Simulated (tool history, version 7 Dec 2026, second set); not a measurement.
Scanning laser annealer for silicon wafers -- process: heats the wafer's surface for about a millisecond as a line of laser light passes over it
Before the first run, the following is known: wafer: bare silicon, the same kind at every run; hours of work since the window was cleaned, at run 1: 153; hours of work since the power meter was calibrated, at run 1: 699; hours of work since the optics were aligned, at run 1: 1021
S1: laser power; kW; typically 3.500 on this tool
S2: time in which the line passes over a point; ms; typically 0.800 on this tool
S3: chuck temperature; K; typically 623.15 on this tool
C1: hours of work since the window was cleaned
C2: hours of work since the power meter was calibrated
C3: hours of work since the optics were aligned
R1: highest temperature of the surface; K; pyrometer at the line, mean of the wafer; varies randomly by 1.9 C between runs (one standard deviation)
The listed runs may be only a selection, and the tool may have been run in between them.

| run | hour | S1 | S2 | S3 | C1 | C2 | C3 | R1 |
|---|---|---|---|---|---|---|---|---|
| 1 | 0.0 | 3.500 | 0.800 | 623.15 | 153 | 699 | 1021 | 1367.15 |
| 2 | 42.7 | 3.500 | 0.800 | 623.15 | 177 | 723 | 1045 | 1367.15 |
| 3 | 77.5 | 3.500 | 0.800 | 623.15 | 196 | 743 | 1065 | 1365.15 |
| 4 | 103.7 | 3.690 | 0.800 | 623.15 | 211 | 758 | 1080 | 1404.15 |
| 5 | 138.7 | 3.690 | 0.800 | 623.15 | 231 | 777 | 1099 | 1399.15 |
| 6 | 180.8 | 3.690 | 0.800 | 623.15 | 254 | 801 | 1123 | 1399.15 |
| 7 | 222.3 | 3.500 | 0.800 | 623.15 | 278 | 824 | 1146 | 1360.15 |
| 8 | 259.0 | 3.500 | 0.719 | 623.15 | 298 | 845 | 1167 | 1322.15 |
| 9 | 278.5 | 3.500 | 0.719 | 623.15 | 309 | 856 | 1178 | 1319.15 |
| 10 | 310.6 | 3.500 | 0.719 | 623.15 | 327 | 874 | 1196 | 1317.15 |
| 11 | 344.3 | 3.500 | 0.719 | 623.15 | 346 | 893 | 1215 | 1316.15 |
| 12 | 374.9 | 3.500 | 0.719 | 623.15 | 363 | 910 | 1232 | 1319.15 |
| 13 | 401.2 | 3.500 | 0.719 | 623.15 | 378 | 925 | 1247 | 1312.15 |
| 14 | 422.5 | 3.500 | 0.719 | 623.15 | 390 | 937 | 1259 | 1317.15 |
| 15 | 452.4 | 3.500 | 0.719 | 623.15 | 407 | 954 | 1276 | 1316.15 |
| 16 | 473.6 | 3.500 | 0.800 | 623.15 | 419 | 966 | 1288 | 1360.15 |
| 17 | 502.2 | 3.327 | 0.800 | 652.15 | 435 | 982 | 1304 | 1347.15 |
| 18 | 525.9 | 3.435 | 0.920 | 623.15 | 448 | 995 | 1317 | 1408.15 |
| 19 | 561.9 | 3.435 | 0.610 | 622.15 | 469 | 1015 | 1337 | 1236.15 |
|  | 594.3 | window over the wafer cleaned |
| 20 | 594.7 | 3.500 | 0.869 | 598.15 | 0 | 1033 | 1355 | 1384.15 |
| 21 | 626.4 | 3.500 | 0.869 | 598.15 | 18 | 1050 | 1372 | 1383.15 |
| 22 | 658.0 | 3.500 | 0.973 | 599.15 | 36 | 1068 | 1390 | 1436.15 |
| 23 | 678.9 | 3.500 | 0.697 | 637.15 | 48 | 1080 | 1402 | 1322.15 |
| 24 | 697.9 | 3.500 | 0.850 | 606.15 | 58 | 1091 | 1413 | 1381.15 |
| 25 | 725.9 | 3.500 | 0.850 | 606.15 | 74 | 1106 | 1428 | 1380.15 |
| 26 | 765.4 | 3.500 | 0.658 | 622.15 | 96 | 1129 | 1450 | 1285.15 |

Run 27 is up next; what results do you expect?
| 27 | 808.7 | 3.497 | 0.730 | 652.15 | 121 | 1153 | 1475 | ? |

R1: 1355.15 K
Without the tool's hidden state the same run would have given R1 1363.15 K.

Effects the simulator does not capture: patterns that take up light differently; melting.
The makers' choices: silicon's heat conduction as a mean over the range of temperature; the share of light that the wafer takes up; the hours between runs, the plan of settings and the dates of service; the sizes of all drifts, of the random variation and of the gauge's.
